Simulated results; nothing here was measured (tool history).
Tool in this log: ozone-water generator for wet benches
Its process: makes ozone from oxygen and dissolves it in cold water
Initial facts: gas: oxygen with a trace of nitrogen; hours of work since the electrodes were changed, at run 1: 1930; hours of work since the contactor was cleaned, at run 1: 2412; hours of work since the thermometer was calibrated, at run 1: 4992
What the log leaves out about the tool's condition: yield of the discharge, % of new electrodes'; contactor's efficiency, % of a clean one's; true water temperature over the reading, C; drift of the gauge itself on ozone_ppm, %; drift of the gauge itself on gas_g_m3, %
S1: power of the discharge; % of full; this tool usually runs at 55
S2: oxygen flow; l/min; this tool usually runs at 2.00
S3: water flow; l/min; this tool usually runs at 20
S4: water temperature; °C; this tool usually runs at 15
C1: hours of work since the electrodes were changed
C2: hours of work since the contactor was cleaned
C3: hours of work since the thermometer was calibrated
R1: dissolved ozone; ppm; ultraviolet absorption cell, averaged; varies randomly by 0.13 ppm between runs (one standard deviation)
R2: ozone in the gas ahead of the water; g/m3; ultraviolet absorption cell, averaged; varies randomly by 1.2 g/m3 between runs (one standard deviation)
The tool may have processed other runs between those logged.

Run 1, hour 0.0: usual settings; C1 1930; C2 2412; C3 4992. Result: R1 12.1 ppm, R2 214.4 g/m3.
Run 2, hour 37.0: usual settings; C1 1965; C2 2447; C3 5027. Result: R1 12.0 ppm, R2 217.7 g/m3.
Run 3, hour 70.0: usual settings but S2 3.20 l/min; C1 1996; C2 2478; C3 5058. Result: R1 12.7 ppm, R2 163.2 g/m3.
Run 4, hour 102.9: usual settings but S3 14 l/min; C1 2027; C2 2509; C3 5089. Result: R1 16.8 ppm, R2 214.1 g/m3.
Run 5, hour 149.6: usual settings but S3 14 l/min; C1 2070; C2 2553; C3 5132. Result: R1 16.4 ppm, R2 215.6 g/m3.
Run 6, hour 179.1: usual settings but S3 14 l/min; C1 2098; C2 2580; C3 5160. Result: R1 17.1 ppm, R2 215.9 g/m3.
Run 7, hour 232.7: usual settings but S3 14 l/min; C1 2149; C2 2631; C3 5210. Result: R1 17.0 ppm, R2 216.7 g/m3.
Run 8, hour 283.4: usual settings but S3 14 l/min; C1 2196; C2 2678; C3 5258. Result: R1 16.9 ppm, R2 215.5 g/m3.
Run 9, hour 329.9: usual settings but S3 14 l/min; C1 2240; C2 2722; C3 5302. Result: R1 16.7 ppm, R2 213.0 g/m3.
At hour 336.4: water thermometer calibrated.
At hour 373.6: contactor cleaned.
Run 10, hour 373.7: usual settings but S4 13 °C; C1 2277; C2 0; C3 31. Result: R1 12.3 ppm, R2 216.6 g/m3.
Run 11, hour 435.8: usual settings but S4 13 °C; C1 2335; C2 58; C3 89. Result: R1 12.6 ppm, R2 217.2 g/m3.
Run 12, hour 481.6: usual settings but S4 13 °C; C1 2378; C2 101; C3 132. Result: R1 12.5 ppm, R2 213.5 g/m3.
At hour 504.1: water thermometer calibrated, once more.
Run 13, hour 536.9: usual settings but S1 56 % of full, S2 3.41 l/min, S3 18 l/min, S4 12 °C; C1 2429; C2 153; C3 31. Result: R1 15.3 ppm, R2 157.4 g/m3.
Run 14, hour 573.1: usual settings but S1 56 % of full, S2 3.41 l/min, S3 18 l/min, S4 12 °C; C1 2463; C2 187; C3 65. Result: R1 15.1 ppm, R2 156.3 g/m3.
Run 15, hour 616.8: usual settings but S1 56 % of full, S2 3.41 l/min, S3 18 l/min, S4 12 °C; C1 2504; C2 228; C3 106. Result: R1 15.4 ppm, R2 156.2 g/m3.
Run 16, hour 667.8: usual settings but S1 68 % of full, S2 1.47 l/min; C1 2552; C2 276; C3 154. Result: R1 13.0 ppm, R2 290.1 g/m3.
Run 17, hour 719.7: usual settings but S1 68 % of full, S2 1.47 l/min; C1 2601; C2 324; C3 202. Result: R1 12.9 ppm, R2 292.2 g/m3.
Run 18, hour 759.3: usual settings but S1 68 % of full, S2 1.99 l/min; C1 2638; C2 361; C3 239. Result: R1 13.7 ppm, R2 243.5 g/m3.
Run 19, hour 814.8: usual settings but S1 53 % of full, S2 2.40 l/min; C1 2690; C2 414; C3 292. Result: R1 12.6 ppm, R2 187.9 g/m3.
Run 20, hour 842.1: usual settings but S3 18 l/min, S4 12 °C; C1 2716; C2 439; C3 317. Result: R1 14.1 ppm, R2 212.9 g/m3.
Run 21, hour 899.7: usual settings but S1 79 % of full, S2 2.28 l/min, S3 13 l/min, S4 19 °C; C1 2770; C2 493; C3 371. Result: R1 21.9 ppm, R2 240.1 g/m3.
Run 22, hour 945.3: usual settings but S1 79 % of full, S2 2.28 l/min, S3 13 l/min, S4 19 °C; C1 2812; C2 536; C3 414. Result: R1 21.8 ppm, R2 240.4 g/m3.
Run 23, hour 1008.3: usual settings but S1 79 % of full, S2 2.28 l/min, S3 13 l/min, S4 19 °C; C1 2872; C2 595; C3 473. Result: R1 21.9 ppm, R2 241.2 g/m3.

Branching from run 23: 5 alternative next runs. What would each branch give?
Run A, hour 1042.1: usual settings but S2 2.83 l/min, S3 23 l/min, S4 9 °C; C1 2903; C2 627; C3 505. Result: R1 ?, R2 ?.
Run B, hour 1042.1: usual settings but S1 70 % of full, S3 13 l/min, S4 20 °C; C1 2903; C2 627; C3 505. Result: R1 ?, R2 ?.
Run C, hour 1042.1: usual settings but S1 73 % of full, S3 31 l/min, S4 21 °C; C1 2903; C2 627; C3 505. Result: R1 ?, R2 ?.
Run D, hour 1042.1: usual settings but S1 50 % of full; C1 2903; C2 627; C3 505. Result: R1 ?, R2 ?.
Run E, hour 1042.1: usual settings but S1 79 % of full, S2 3.54 l/min, S3 13 l/min, S4 18 °C; C1 2903; C2 627; C3 505. Result: R1 ?, R2 ?.

run    R1     R2
  A  11.7  173.3
  B  20.2  244.8
  C   8.7  251.8
  D  11.4  202.1
  E  21.9  184.6
Stripped of hidden state, with their random variation kept, the same runs would have yielded:
run    R1     R2
  A  12.3  179.8
  B  21.2  255.6
  C   9.2  263.2
  D  11.9  209.3
  E  23.1  193.3

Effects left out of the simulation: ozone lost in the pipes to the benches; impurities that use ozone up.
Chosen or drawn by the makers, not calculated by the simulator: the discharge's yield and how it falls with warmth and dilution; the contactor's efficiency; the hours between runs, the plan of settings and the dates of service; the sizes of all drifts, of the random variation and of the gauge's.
